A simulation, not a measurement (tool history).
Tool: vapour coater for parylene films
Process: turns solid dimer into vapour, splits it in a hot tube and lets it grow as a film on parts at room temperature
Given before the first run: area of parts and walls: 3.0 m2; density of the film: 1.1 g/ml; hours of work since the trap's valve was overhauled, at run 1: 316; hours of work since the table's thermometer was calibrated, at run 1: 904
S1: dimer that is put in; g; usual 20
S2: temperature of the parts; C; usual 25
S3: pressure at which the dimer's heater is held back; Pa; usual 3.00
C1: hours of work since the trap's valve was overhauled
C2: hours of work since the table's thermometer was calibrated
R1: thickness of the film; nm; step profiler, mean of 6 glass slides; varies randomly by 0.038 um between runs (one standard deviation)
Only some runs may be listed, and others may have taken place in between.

run,day,S1,S2,S3,C1,C2,R1
1,0.000,20,25,3.00,316,904,3860
2,1.512,20,25,3.00,345,933,3880
3,2.783,20,22,3.00,369,958,4170
4,4.512,20,25,6.60,402,991,3520
5,5.642,20,25,6.60,424,1012,3540
6,7.667,20,25,6.60,463,1051,3510
7,9.025,20,25,3.00,489,1077,3750
8,10.058,20,25,3.00,509,1097,3760
# day 11.612: trap's valve overhauled
9,12.050,20,25,3.00,8,1132,3600
# day 12.338: table's thermometer calibrated
10,13.692,20,25,3.00,39,26,3630
11,14.662,20,25,4.95,58,45,3390
# day 15.142: trap's valve overhauled, once more
12,16.817,12,25,4.95,32,83,2280
13,18.788,36,25,3.00,70,120,7230
14,20.075,20,25,3.57,95,145,3890
15,21.104,20,25,3.57,114,165,3930
16,23.179,20,25,3.57,154,205,3920
17,24.988,20,25,5.27,189,239,3690
18,26.196,11,25,3.00,212,262,2170
19,27.450,11,25,3.00,236,286,2150
20,29.550,11,25,3.00,276,327,2160
21,30.962,20,25,3.00,303,354,3910
22,33.208,20,25,3.00,346,397,3910
23,34.171,20,25,3.00,365,415,3830
24,35.954,24,24,2.04,399,449,4910
25,37.033,24,24,2.04,419,470,4910
26,38.700,21,29,2.53,451,502,3590
27,39.625,13,20,4.08,469,520,2730
28,41.929,21,36,7.75,513,564,2590
# day 43.288: trap's valve overhauled
29,43.346,14,36,3.82,1,588,2000
30,45.508,14,36,3.82,43,629,2000
31,47.296,21,25,3.00,77,663,4220
32,48.900,13,21,10.85,107,694,2490
33,50.579,13,21,10.85,140,726,2500
34,51.900,13,19,2.44,165,752,3180
35,52.879,33,26,4.49,184,770,6060
36,54.717,11,23,3.05,219,806,2280
37,57.008,11,23,3.05,263,849,2320
38,58.033,11,23,3.05,283,869,2250
39,59.267,20,25,11.46,306,893,3360
40,60.217,20,25,11.46,324,911,3330
41,62.067,23,25,10.04,360,946,3910
42,64.096,13,34,2.50,399,985,1920
43,66.129,20,27,4.06,438,1024,3510
44,68.400,15,25,2.23,481,1068,2960
45,69.808,15,25,4.40,508,1095,2660
46,70.929,20,25,2.45,530,1116,3880

Each row is a separate what-if for the run after 46, all from the same tool condition, not one after another. Results?
# day 71.333: trap's valve overhauled
# day 72.212: table's thermometer calibrated
A,73.300,20,32,2.45,37,21,?
# day 71.333: trap's valve overhauled
# day 72.212: table's thermometer calibrated
B,73.300,20,25,11.82,37,21,?
# day 71.333: trap's valve overhauled
# day 72.212: table's thermometer calibrated
C,73.300,13,25,5.66,37,21,?

run,R1
A,3370
B,3470
C,2470
With no hidden state in the tool, these same runs would have given:
run,R1
A,3410
B,3510
C,2500
